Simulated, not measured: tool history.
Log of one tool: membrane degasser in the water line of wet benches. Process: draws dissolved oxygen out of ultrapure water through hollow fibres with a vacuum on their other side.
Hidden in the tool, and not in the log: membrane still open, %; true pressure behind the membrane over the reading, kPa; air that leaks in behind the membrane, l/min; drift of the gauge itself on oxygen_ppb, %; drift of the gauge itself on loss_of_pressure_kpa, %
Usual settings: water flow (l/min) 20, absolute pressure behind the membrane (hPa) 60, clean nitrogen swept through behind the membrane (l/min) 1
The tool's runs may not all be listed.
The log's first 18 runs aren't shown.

| run | day | water flow (l/min) | absolute pressure behind the membrane (hPa) | clean nitrogen swept through behind the membrane (l/min) | hours since the membrane was changed | hours since the vacuum gauge was calibrated | hours since the vacuum lines were made tight | dissolved oxygen in the water behind the degasser (ppb) | pressure that the water loses in the fibres (hPa) |
|---|---|---|---|---|---|---|---|---|---|
| 19 | 127.3 | 27 | 48.6 | 2 | 9350 | 4394 | 3152 | 60.7 | 947.7 |
| 20 | 134.325 | 27 | 48.6 | 2 | 9518 | 4563 | 3321 | 60.2 | 948.1 |
| 21 | 138.9 | 27 | 48.6 | 2 | 9628 | 4672 | 3431 | 60.8 | 947.8 |
| 22 | 147.321 | 21 | 78.8 | 0.77 | 9830 | 4874 | 3633 | 271.2 | 740.1 |
|  | 153.625 | gauge calibrated |
| 23 | 156.7 | 14 | 119.8 | 2.39 | 10055 | 5100 | 3858 | 125.4 | 482.7 |
| 24 | 161.688 | 12 | 121 | 1.76 | 10175 | 5219 | 3978 | 142 | 414.4 |
| 25 | 165.733 | 12 | 121 | 1.76 | 10272 | 5316 | 4075 | 143.5 | 411.7 |
| 26 | 172.4 | 12 | 121 | 1.76 | 10432 | 5476 | 4235 | 142.8 | 414.2 |
| 27 | 177.029 | 13 | 69.6 | 2.24 | 10543 | 5587 | 4346 | 53.4 | 446.5 |
|  | 183.117 | vacuum gauge calibrated |
| 28 | 184.042 | 24 | 60 | 0.46 | 10711 | 22 | 4514 | 279.8 | 828.4 |
| 29 | 189.475 | 24 | 60 | 0.46 | 10841 | 153 | 4644 | 270.9 | 826.9 |
| 30 | 199.062 | 18 | 82.8 | 2.31 | 11072 | 383 | 4874 | 96.7 | 622 |
| 31 | 206.9 | 18 | 82.8 | 2.31 | 11260 | 571 | 5062 | 96.5 | 622 |
| 32 | 215.575 | 18 | 82.8 | 2.31 | 11468 | 779 | 5271 | 96.3 | 618.7 |

4 ways to go on from here, each from the tool as it stands after run 32. What would each give?
| A | 220.429 | 18 | 41 | 0.72 | 11584 | 896 | 5387 | ? | ? |
| B | 220.429 | 18 | 133.5 | 2.31 | 11584 | 896 | 5387 | ? | ? |
| C | 220.429 | 20 | 60 | 1.49 | 11584 | 896 | 5387 | ? | ? |
| D | 220.429 | 18 | 82.8 | 2.95 | 11584 | 896 | 5387 | ? | ? |

| run | dissolved oxygen in the water behind the degasser (ppb) | pressure that the water loses in the fibres (hPa) |
|---|---|---|
| A | 51.1 | 623 |
| B | 187.9 | 626.7 |
| C | 90 | 693.1 |
| D | 75.9 | 624.6 |
Without the tool's hidden state the same runs would have given:
| run | dissolved oxygen in the water behind the degasser (ppb) | pressure that the water loses in the fibres (hPa) |
|---|---|---|
| A | 51 | 615.3 |
| B | 187.8 | 619 |
| C | 89.9 | 684.6 |
| D | 75.9 | 616.9 |
